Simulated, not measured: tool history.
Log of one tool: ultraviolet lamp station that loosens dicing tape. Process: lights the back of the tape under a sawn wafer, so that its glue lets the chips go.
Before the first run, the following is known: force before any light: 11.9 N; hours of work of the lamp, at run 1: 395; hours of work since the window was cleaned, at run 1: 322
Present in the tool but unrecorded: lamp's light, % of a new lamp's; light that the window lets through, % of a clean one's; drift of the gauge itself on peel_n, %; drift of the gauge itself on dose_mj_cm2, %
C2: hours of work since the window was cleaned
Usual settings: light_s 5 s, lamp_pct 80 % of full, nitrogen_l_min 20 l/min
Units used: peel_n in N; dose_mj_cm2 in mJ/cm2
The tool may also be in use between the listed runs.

run 1 hour=0 | light_s=5 lamp_pct=80 nitrogen_l_min=20 | hours_of_work_of_the_lamp=395 C2=322 | peel_n=1.984 dose_mj_cm2=380
run 2 hour=35.4 | light_s=5 lamp_pct=80 nitrogen_l_min=20 | hours_of_work_of_the_lamp=415 C2=342 | peel_n=2.097 dose_mj_cm2=377
run 3 hour=80 | light_s=5 lamp_pct=80 nitrogen_l_min=20 | hours_of_work_of_the_lamp=441 C2=368 | peel_n=2.098 dose_mj_cm2=372
run 4 hour=134.2 | light_s=5 lamp_pct=80 nitrogen_l_min=20 | hours_of_work_of_the_lamp=473 C2=400 | peel_n=2.172 dose_mj_cm2=361
-- hour=171.2 window cleaned of glue's vapour
run 5 hour=199.5 | light_s=5 lamp_pct=80 nitrogen_l_min=20 | hours_of_work_of_the_lamp=511 C2=17 | peel_n=2.377 dose_mj_cm2=337
run 6 hour=238.6 | light_s=5 lamp_pct=80 nitrogen_l_min=20 | hours_of_work_of_the_lamp=534 C2=39 | peel_n=2.541 dose_mj_cm2=330
-- hour=275.7 window cleaned of glue's vapour, once more
run 7 hour=302.8 | light_s=5 lamp_pct=65 nitrogen_l_min=20 | hours_of_work_of_the_lamp=571 C2=16 | peel_n=2.435 dose_mj_cm2=343
run 8 hour=365.2 | light_s=5 lamp_pct=65 nitrogen_l_min=20 | hours_of_work_of_the_lamp=608 C2=52 | peel_n=2.406 dose_mj_cm2=335
run 9 hour=429 | light_s=5 lamp_pct=93 nitrogen_l_min=20 | hours_of_work_of_the_lamp=645 C2=90 | peel_n=1.302 dose_mj_cm2=462
run 10 hour=461 | light_s=5 lamp_pct=83 nitrogen_l_min=20 | hours_of_work_of_the_lamp=664 C2=108 | peel_n=1.727 dose_mj_cm2=412
run 11 hour=501.9 | light_s=5 lamp_pct=80 nitrogen_l_min=28 | hours_of_work_of_the_lamp=688 C2=132 | peel_n=1.613 dose_mj_cm2=389
run 12 hour=536.6 | light_s=2 lamp_pct=80 nitrogen_l_min=20 | hours_of_work_of_the_lamp=708 C2=153 | peel_n=5.786 dose_mj_cm2=151
run 13 hour=569.2 | light_s=2 lamp_pct=80 nitrogen_l_min=20 | hours_of_work_of_the_lamp=727 C2=172 | peel_n=5.654 dose_mj_cm2=151
run 14 hour=600.1 | light_s=5 lamp_pct=80 nitrogen_l_min=20 | hours_of_work_of_the_lamp=745 C2=190 | peel_n=1.946 dose_mj_cm2=378
run 15 hour=644 | light_s=5 lamp_pct=80 nitrogen_l_min=20 | hours_of_work_of_the_lamp=771 C2=216 | peel_n=2.068 dose_mj_cm2=368
run 16 hour=701.2 | light_s=5 lamp_pct=80 nitrogen_l_min=20 | hours_of_work_of_the_lamp=804 C2=249 | peel_n=2.173 dose_mj_cm2=364
run 17 hour=751.6 | light_s=6 lamp_pct=80 nitrogen_l_min=20 | hours_of_work_of_the_lamp=834 C2=279 | peel_n=1.673 dose_mj_cm2=426
run 18 hour=804.1 | light_s=6 lamp_pct=80 nitrogen_l_min=8 | hours_of_work_of_the_lamp=865 C2=309 | peel_n=2.832 dose_mj_cm2=413
run 19 hour=852.1 | light_s=2 lamp_pct=79 nitrogen_l_min=10 | hours_of_work_of_the_lamp=893 C2=337 | peel_n=7.235 dose_mj_cm2=134
run 20 hour=891.6 | light_s=2 lamp_pct=79 nitrogen_l_min=10 | hours_of_work_of_the_lamp=916 C2=361 | peel_n=7.337 dose_mj_cm2=133
run 21 hour=944.1 | light_s=2 lamp_pct=71 nitrogen_l_min=10 | hours_of_work_of_the_lamp=947 C2=391 | peel_n=7.583 dose_mj_cm2=115
run 22 hour=989.5 | light_s=8 lamp_pct=71 nitrogen_l_min=9 | hours_of_work_of_the_lamp=973 C2=418 | peel_n=2.372 dose_mj_cm2=457
-- hour=993.5 window cleaned of glue's vapour
run 23 hour=1031 | light_s=8 lamp_pct=71 nitrogen_l_min=9 | hours_of_work_of_the_lamp=997 C2=22 | peel_n=1.792 dose_mj_cm2=532
run 24 hour=1072.7 | light_s=2 lamp_pct=95 nitrogen_l_min=6 | hours_of_work_of_the_lamp=1022 C2=46 | peel_n=6.926 dose_mj_cm2=176
run 25 hour=1130 | light_s=2 lamp_pct=95 nitrogen_l_min=6 | hours_of_work_of_the_lamp=1055 C2=80 | peel_n=6.968 dose_mj_cm2=176
run 26 hour=1179.8 | light_s=2 lamp_pct=95 nitrogen_l_min=6 | hours_of_work_of_the_lamp=1084 C2=109 | peel_n=6.816 dose_mj_cm2=167
run 27 hour=1238.9 | light_s=2 lamp_pct=95 nitrogen_l_min=16 | hours_of_work_of_the_lamp=1119 C2=144 | peel_n=5.755 dose_mj_cm2=163
run 28 hour=1292.6 | light_s=3 lamp_pct=80 nitrogen_l_min=20 | hours_of_work_of_the_lamp=1150 C2=175 | peel_n=4.498 dose_mj_cm2=205
run 29 hour=1321.9 | light_s=5 lamp_pct=88 nitrogen_l_min=20 | hours_of_work_of_the_lamp=1167 C2=192 | peel_n=2.023 dose_mj_cm2=372
run 30 hour=1348.8 | light_s=2 lamp_pct=81 nitrogen_l_min=20 | hours_of_work_of_the_lamp=1183 C2=208 | peel_n=6.419 dose_mj_cm2=134
run 31 hour=1385.7 | light_s=6 lamp_pct=79 nitrogen_l_min=20 | hours_of_work_of_the_lamp=1205 C2=230 | peel_n=1.984 dose_mj_cm2=388
run 32 hour=1432.5 | light_s=9 lamp_pct=75 nitrogen_l_min=8 | hours_of_work_of_the_lamp=1232 C2=257 | peel_n=1.917 dose_mj_cm2=542
run 33 hour=1483.8 | light_s=3 lamp_pct=80 nitrogen_l_min=20 | hours_of_work_of_the_lamp=1262 C2=287 | peel_n=4.681 dose_mj_cm2=190
run 34 hour=1511.2 | light_s=9 lamp_pct=80 nitrogen_l_min=18 | hours_of_work_of_the_lamp=1278 C2=303 | peel_n=0.983 dose_mj_cm2=560
run 35 hour=1569.9 | light_s=9 lamp_pct=80 nitrogen_l_min=18 | hours_of_work_of_the_lamp=1313 C2=337 | peel_n=1.068 dose_mj_cm2=543
-- hour=1587.7 lamp changed
run 36 hour=1614.4 | light_s=9 lamp_pct=80 nitrogen_l_min=18 | hours_of_work_of_the_lamp=16 C2=363 | peel_n=0.45 dose_mj_cm2=748

Predict each of these 5 candidate next runs independently; none follows another, all start after run 36:
run A hour=1664.2 | light_s=3 lamp_pct=77 nitrogen_l_min=23 | hours_of_work_of_the_lamp=45 C2=392 | peel_n=? dose_mj_cm2=?
run B hour=1664.2 | light_s=9 lamp_pct=85 nitrogen_l_min=18 | hours_of_work_of_the_lamp=45 C2=392 | peel_n=? dose_mj_cm2=?
run C hour=1664.2 | light_s=3 lamp_pct=84 nitrogen_l_min=10 | hours_of_work_of_the_lamp=45 C2=392 | peel_n=? dose_mj_cm2=?
run D hour=1664.2 | light_s=9 lamp_pct=64 nitrogen_l_min=18 | hours_of_work_of_the_lamp=45 C2=392 | peel_n=? dose_mj_cm2=?
run E hour=1664.2 | light_s=6 lamp_pct=73 nitrogen_l_min=9 | hours_of_work_of_the_lamp=45 C2=392 | peel_n=? dose_mj_cm2=?

run=A peel_n=3.585 dose_mj_cm2=236
run=B peel_n=0.392 dose_mj_cm2=785
run=C peel_n=4.513 dose_mj_cm2=253
run=D peel_n=0.863 dose_mj_cm2=589
run=E peel_n=2.488 dose_mj_cm2=451
Take away the tool's hidden state, keep each run's random variation, and the runs would have read:
run=A peel_n=2.849 dose_mj_cm2=283
run=B peel_n=0.235 dose_mj_cm2=941
run=C peel_n=3.732 dose_mj_cm2=305
run=D peel_n=0.539 dose_mj_cm2=706
run=E peel_n=1.823 dose_mj_cm2=541
